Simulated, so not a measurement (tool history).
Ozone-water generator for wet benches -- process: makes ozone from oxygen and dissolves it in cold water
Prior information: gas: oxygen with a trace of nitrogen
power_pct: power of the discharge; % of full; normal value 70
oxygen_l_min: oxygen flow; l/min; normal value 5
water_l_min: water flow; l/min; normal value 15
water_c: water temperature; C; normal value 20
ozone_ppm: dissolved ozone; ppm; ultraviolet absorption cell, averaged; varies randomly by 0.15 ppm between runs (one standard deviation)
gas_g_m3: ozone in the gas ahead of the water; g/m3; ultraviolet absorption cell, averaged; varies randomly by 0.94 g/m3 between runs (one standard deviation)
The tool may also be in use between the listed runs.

{"run": 1, "day": 0.0, "power_pct": 70, "oxygen_l_min": 5, "water_l_min": 15, "water_c": 20, "ozone_ppm": 19.1, "gas_g_m3": 159.1}
{"run": 2, "day": 7.892, "power_pct": 70, "oxygen_l_min": 5, "water_l_min": 15, "water_c": 20, "ozone_ppm": 19, "gas_g_m3": 158.6}
{"run": 3, "day": 12.079, "power_pct": 70, "oxygen_l_min": 5, "water_l_min": 15, "water_c": 20, "ozone_ppm": 18.9, "gas_g_m3": 157.2}
{"run": 4, "day": 17.554, "power_pct": 70, "oxygen_l_min": 5, "water_l_min": 15, "water_c": 20, "ozone_ppm": 19, "gas_g_m3": 156.9}
{"run": 5, "day": 26.554, "power_pct": 70, "oxygen_l_min": 5, "water_l_min": 15, "water_c": 20, "ozone_ppm": 18.8, "gas_g_m3": 156.9}
{"run": 6, "day": 31.629, "power_pct": 70, "oxygen_l_min": 4.82, "water_l_min": 15, "water_c": 20, "ozone_ppm": 18.6, "gas_g_m3": 160.1}
{"run": 7, "day": 38.071, "power_pct": 70, "oxygen_l_min": 5, "water_l_min": 15, "water_c": 18, "ozone_ppm": 19.1, "gas_g_m3": 155.7}
{"run": 8, "day": 46.729, "power_pct": 46, "oxygen_l_min": 8.02, "water_l_min": 17, "water_c": 20, "ozone_ppm": 12.1, "gas_g_m3": 91}
{"day": 47.312, "done": "contactor cleaned"}
{"run": 9, "day": 53.988, "power_pct": 46, "oxygen_l_min": 8.02, "water_l_min": 17, "water_c": 20, "ozone_ppm": 12.1, "gas_g_m3": 92.1}
{"run": 10, "day": 61.288, "power_pct": 46, "oxygen_l_min": 4.3, "water_l_min": 13, "water_c": 20, "ozone_ppm": 14.6, "gas_g_m3": 122.3}
{"run": 11, "day": 70.083, "power_pct": 57, "oxygen_l_min": 4.3, "water_l_min": 13, "water_c": 20, "ozone_ppm": 17, "gas_g_m3": 140.7}

What if the next run were any one of these 5? Each begins from the tool's condition after run 11:
{"run": "A", "day": 77.788, "power_pct": 58, "oxygen_l_min": 4.3, "water_l_min": 15, "water_c": 19, "ozone_ppm": "?", "gas_g_m3": "?"}
{"run": "B", "day": 77.788, "power_pct": 57, "oxygen_l_min": 5.84, "water_l_min": 22, "water_c": 20, "ozone_ppm": "?", "gas_g_m3": "?"}
{"run": "C", "day": 77.788, "power_pct": 80, "oxygen_l_min": 4.06, "water_l_min": 15, "water_c": 20, "ozone_ppm": "?", "gas_g_m3": "?"}
{"run": "D", "day": 77.788, "power_pct": 90, "oxygen_l_min": 5, "water_l_min": 15, "water_c": 20, "ozone_ppm": "?", "gas_g_m3": "?"}
{"run": "E", "day": 77.788, "power_pct": 60, "oxygen_l_min": 4.3, "water_l_min": 13, "water_c": 20, "ozone_ppm": "?", "gas_g_m3": "?"}

run=A ozone_ppm=15.8 gas_g_m3=141.9
run=B ozone_ppm=11.6 gas_g_m3=123.7
run=C ozone_ppm=19.3 gas_g_m3=185.7
run=D ozone_ppm=21.4 gas_g_m3=183
run=E ozone_ppm=17.6 gas_g_m3=145.5
With no hidden state in the tool, these same runs would have given:
run=A ozone_ppm=17.2 gas_g_m3=147.1
run=B ozone_ppm=12.7 gas_g_m3=128.1
run=C ozone_ppm=21.3 gas_g_m3=194.4
run=D ozone_ppm=23.7 gas_g_m3=192.2
run=E ozone_ppm=19.2 gas_g_m3=150.9
